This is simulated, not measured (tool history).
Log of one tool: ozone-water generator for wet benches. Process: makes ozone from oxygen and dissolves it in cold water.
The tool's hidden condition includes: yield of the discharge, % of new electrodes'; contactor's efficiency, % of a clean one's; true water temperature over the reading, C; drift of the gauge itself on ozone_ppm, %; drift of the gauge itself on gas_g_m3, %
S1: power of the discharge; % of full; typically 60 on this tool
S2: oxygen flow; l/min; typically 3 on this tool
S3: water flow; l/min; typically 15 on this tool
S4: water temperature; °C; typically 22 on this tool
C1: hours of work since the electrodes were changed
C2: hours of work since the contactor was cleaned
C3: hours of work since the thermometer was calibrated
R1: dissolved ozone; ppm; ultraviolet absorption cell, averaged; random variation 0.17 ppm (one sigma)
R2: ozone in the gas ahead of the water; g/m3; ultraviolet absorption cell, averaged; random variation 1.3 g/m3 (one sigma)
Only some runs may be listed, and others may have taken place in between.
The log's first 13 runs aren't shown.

run 14 hour=1851.6 | S1=60 S2=3 S3=15 S4=22 | C1=3865 C2=1644 C3=3865 | R1=17.5 R2=194.5
run 15 hour=2003.5 | S1=60 S2=3 S3=15 S4=22 | C1=3964 C2=1744 C3=3964 | R1=17.5 R2=194.9
run 16 hour=2116.6 | S1=60 S2=3 S3=15 S4=22 | C1=4038 C2=1818 C3=4038 | R1=17.4 R2=194.2
run 17 hour=2288.7 | S1=60 S2=2.33 S3=13 S4=22 | C1=4151 C2=1931 C3=4151 | R1=19.8 R2=227.6
run 18 hour=2376.5 | S1=63 S2=1.95 S3=10 S4=22 | C1=4208 C2=1988 C3=4208 | R1=24.9 R2=262.3
run 19 hour=2515 | S1=45 S2=1.54 S3=13 S4=18 | C1=4299 C2=2079 C3=4299 | R1=17.7 R2=255.9
run 20 hour=2632.9 | S1=45 S2=1.54 S3=13 S4=18 | C1=4376 C2=2156 C3=4376 | R1=17.3 R2=257
run 21 hour=2837.3 | S1=55 S2=3 S3=22 S4=27 | C1=4510 C2=2290 C3=4510 | R1=10.6 R2=181
run 22 hour=2945.1 | S1=55 S2=3 S3=22 S4=27 | C1=4581 C2=2360 C3=4581 | R1=10.6 R2=180.4
run 23 hour=3077.5 | S1=89 S2=3.87 S3=11 S4=22 | C1=4668 C2=2447 C3=4668 | R1=23.7 R2=189.5
run 24 hour=3211 | S1=71 S2=1.79 S3=15 S4=22 | C1=4755 C2=2535 C3=4755 | R1=17.8 R2=283.6
-- hour=3292 contactor cleaned
run 25 hour=3320.9 | S1=71 S2=1.79 S3=15 S4=22 | C1=4824 C2=19 C3=4824 | R1=18.8 R2=282.9
run 26 hour=3468 | S1=59 S2=3.48 S3=12 S4=25 | C1=4921 C2=115 C3=4921 | R1=18.2 R2=164.2

Run 27 is up next; what results do you expect?
run 27 hour=3572.2 | S1=59 S2=3.48 S3=12 S4=25 | C1=4989 C2=184 C3=4989 | R1=? R2=?

{"run 27": {"R1": 18.2, "R2": 161.3}}
Minus the tool's unlogged condition, the same run would have read R1 25.1 ppm, R2 218 g/m3.
